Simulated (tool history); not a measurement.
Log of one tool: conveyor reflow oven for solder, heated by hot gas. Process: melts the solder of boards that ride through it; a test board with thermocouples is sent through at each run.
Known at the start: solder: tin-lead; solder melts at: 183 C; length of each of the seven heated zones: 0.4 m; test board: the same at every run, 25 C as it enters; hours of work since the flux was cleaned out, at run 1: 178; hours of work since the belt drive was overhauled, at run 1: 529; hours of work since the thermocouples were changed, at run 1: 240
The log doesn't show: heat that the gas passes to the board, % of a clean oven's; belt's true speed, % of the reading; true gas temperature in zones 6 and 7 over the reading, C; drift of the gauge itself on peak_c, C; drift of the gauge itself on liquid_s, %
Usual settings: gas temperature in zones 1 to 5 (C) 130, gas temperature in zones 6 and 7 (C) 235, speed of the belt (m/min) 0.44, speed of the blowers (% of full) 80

run,hour,gas temperature in zones 1 to 5 (C),gas temperature in zones 6 and 7 (C),speed of the belt (m/min),speed of the blowers (% of full),hours of work since the flux was cleaned out,hours of work since the belt drive was overhauled,hours of work since the thermocouples were changed,highest temperature of the board (C),time above the solder's melting point (s)
1,0,130,235,0.44,80,178,529,240,217.5,79.2
2,19.4,130,235,0.44,80,193,544,255,216.9,78.9
3,36.6,130,235,0.44,80,207,557,268,216.8,78.2
4,69.1,130,235,0.44,80,232,582,293,216.6,79
5,105.4,130,235,0.44,80,260,611,322,216.8,78.2
6,131.5,130,235,0.44,80,281,631,342,216.6,77.8
7,169.3,130,235,0.44,80,310,660,371,216.2,77.6
8,195.9,130,235,0.44,80,331,681,392,216,77.1
9,217,130,235,0.44,80,347,697,408,215.5,76.9
10,244.4,130,235,0.44,53,369,719,430,206.7,62
11,263.1,130,235,0.466,53,383,733,444,204.3,53.9
12,281.5,130,235,0.466,53,397,748,459,204.4,53.6
13,300.8,130,235,0.466,61,412,763,474,207,59.4
# hour 309.4: flux residue cleaned out of gas plates and filters
14,335.6,130,235,0.466,61,20,786,497,210,63.9
15,369.4,130,235,0.466,61,47,812,523,209.6,63.6
16,396.4,130,235,0.466,61,68,833,544,209.4,63.6
17,428.5,130,235,0.466,61,93,858,569,209.1,63.4
# hour 436: belt drive overhauled, speed set with a stopwatch
# hour 475.4: thermocouples of zones 6 and 7 changed
18,475.4,125,235,0.44,59,125,29,0,211,68.7
# hour 502.8: belt drive overhauled, speed set with a stopwatch, once more
19,511,125,235,0.44,59,149,6,25,209.4,63.2
20,534.1,125,235,0.44,59,167,24,43,209.2,63.1
21,566.9,125,235,0.44,59,193,50,68,208.9,62.7
22,608.9,130,246,0.41,80,225,83,101,228.7,95.1
23,627.7,117,231,0.391,90,240,97,115,216.6,83.3
24,660.2,130,232,0.353,80,265,122,141,220,102.7
25,702.4,130,232,0.353,80,298,155,174,220,103.2
26,735,130,228,0.447,80,323,181,199,209.2,66.5
27,773.4,130,235,0.44,73,353,211,229,213.2,72.6
28,793,130,226,0.44,73,369,226,244,205.7,62
29,825.3,130,250,0.44,80,394,251,269,227.6,87.6
# hour 858.4: flux residue cleaned out of gas plates and filters
30,858.4,125,243,0.44,80,0,273,291,224.1,83.2

How the hidden state differs across the entries between the runs, from the last listed run before each to the first after it:
Between runs 13 and 14: flux residue cleaned out of gas plates and filters (hour 309.4)
  heat that the gas passes to the board, % of a clean oven's: 90.4 -> 98.9; belt's true speed, % of the reading: 98.1 -> 98.04; true gas temperature in zones 6 and 7 over the reading, C: -0.89 -> -0.95
  measured less the result without the state, highest temperature of the board (C): -2.9 -> -0.3; time above the solder's melting point (s): -3.4 -> +1
Between runs 17 and 18: belt drive overhauled, speed set with a stopwatch (hour 436); thermocouples of zones 6 and 7 changed (hour 475.4)
  heat that the gas passes to the board, % of a clean oven's: 97.1 -> 96.4; belt's true speed, % of the reading: 97.88 -> 96.49; true gas temperature in zones 6 and 7 over the reading, C: -1.14 -> 0.07
  measured less the result without the state, highest temperature of the board (C): -0.8 -> +0.5; time above the solder's melting point (s): +0.2 -> +3.2
Between runs 18 and 19: belt drive overhauled, speed set with a stopwatch, once more (hour 502.8)
  heat that the gas passes to the board, % of a clean oven's: 96.4 -> 95.9; belt's true speed, % of the reading: 96.49 -> 100.14; true gas temperature in zones 6 and 7 over the reading, C: 0.07 -> 0
  measured less the result without the state, highest temperature of the board (C): +0.5 -> -1.3; time above the solder's melting point (s): +3.2 -> -2.2
Between runs 29 and 30: flux residue cleaned out of gas plates and filters (hour 858.4)
  heat that the gas passes to the board, % of a clean oven's: 90.3 -> 99.5; belt's true speed, % of the reading: 99.57 -> 99.52; true gas temperature in zones 6 and 7 over the reading, C: -0.64 -> -0.7
  measured less the result without the state, highest temperature of the board (C): -3.8 -> -0.6; time above the solder's melting point (s): -3.1 -> -0.2
